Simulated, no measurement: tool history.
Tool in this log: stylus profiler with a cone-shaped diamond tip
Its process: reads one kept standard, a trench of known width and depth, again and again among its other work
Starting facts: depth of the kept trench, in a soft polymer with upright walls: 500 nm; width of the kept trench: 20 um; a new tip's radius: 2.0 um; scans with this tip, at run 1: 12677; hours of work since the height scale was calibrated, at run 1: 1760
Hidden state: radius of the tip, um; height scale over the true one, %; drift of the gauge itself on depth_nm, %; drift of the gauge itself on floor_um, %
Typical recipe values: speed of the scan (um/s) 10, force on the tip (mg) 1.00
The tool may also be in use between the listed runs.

run	day	speed of the scan (um/s)	force on the tip (mg)	scans with this tip	hours of work since the height scale was calibrated	depth of the trench (nm)	width of the trench's floor (nm)
1	0.000	10	1.00	12677	1760	502.33	15960
2	2.067	10	1.00	12826	1781	502.50	16010
3	3.517	10	1.00	12930	1795	502.76	16050
4	5.325	10	1.00	13061	1814	502.40	15910
# day 6.838: new tip fitted, height scale calibrated
5	7.067	10	1.00	16	2	504.63	17300
6	8.783	10	1.00	140	19	504.27	17260
7	10.192	5	1.00	242	34	504.23	17300
8	11.254	10	1.00	318	44	504.51	17240
9	12.712	10	1.00	424	59	504.67	17240
10	14.162	10	1.00	528	73	504.36	17210
11	16.050	10	1.97	665	92	507.00	17190
12	17.512	10	1.97	770	107	507.10	17170
13	19.667	10	1.97	925	129	506.88	17150
14	20.942	10	1.97	1017	141	506.89	17140
15	22.529	10	1.00	1132	157	504.32	17100
16	24.629	10	0.70	1284	178	503.37	17100
17	26.050	7	1.00	1386	192	504.27	17120
18	27.129	19	1.00	1464	203	504.44	17030
19	28.050	2	1.00	1530	213	504.10	17130
20	30.183	4	1.00	1684	234	504.41	17070
21	31.512	10	1.00	1780	247	504.24	17030
22	32.538	28	1.00	1854	257	504.31	16870
23	34.588	28	1.00	2002	278	504.03	16870
24	35.858	28	1.00	2094	291	504.05	16910
25	36.900	34	1.42	2169	301	505.27	16890
26	38.900	34	1.42	2313	321	505.36	16850
27	40.429	34	1.42	2424	337	505.13	16810
28	41.729	34	1.42	2517	350	505.13	16860
29	43.167	8	2.55	2621	364	507.90	16960
30	44.808	22	0.33	2739	380	501.66	16780
31	46.304	3	1.04	2847	395	504.03	16930
32	47.733	15	1.00	2951	410	503.90	16940
33	49.188	26	1.37	3055	424	504.82	16810
34	50.875	4	1.15	3177	441	504.36	16950
35	52.679	9	0.56	3307	459	502.50	16880
36	54.725	22	0.50	3455	480	502.42	16660
37	56.017	22	0.50	3548	493	502.26	16740
38	57.838	14	0.40	3679	511	501.67	16760
39	59.475	26	1.17	3798	527	504.47	16720
40	60.992	8	0.40	3907	543	501.78	16800
41	62.538	7	1.42	4019	558	505.10	16840

Expected results for the next run?
42	64.562	9	1.30	4165	578	?	?

Run 42 gave depth of the trench (nm) 504.87, width of the trench's floor (nm) 16760.
Had the tool carried no hidden state, the very same run would have given depth of the trench (nm) 505.61, width of the trench's floor (nm) 17270.

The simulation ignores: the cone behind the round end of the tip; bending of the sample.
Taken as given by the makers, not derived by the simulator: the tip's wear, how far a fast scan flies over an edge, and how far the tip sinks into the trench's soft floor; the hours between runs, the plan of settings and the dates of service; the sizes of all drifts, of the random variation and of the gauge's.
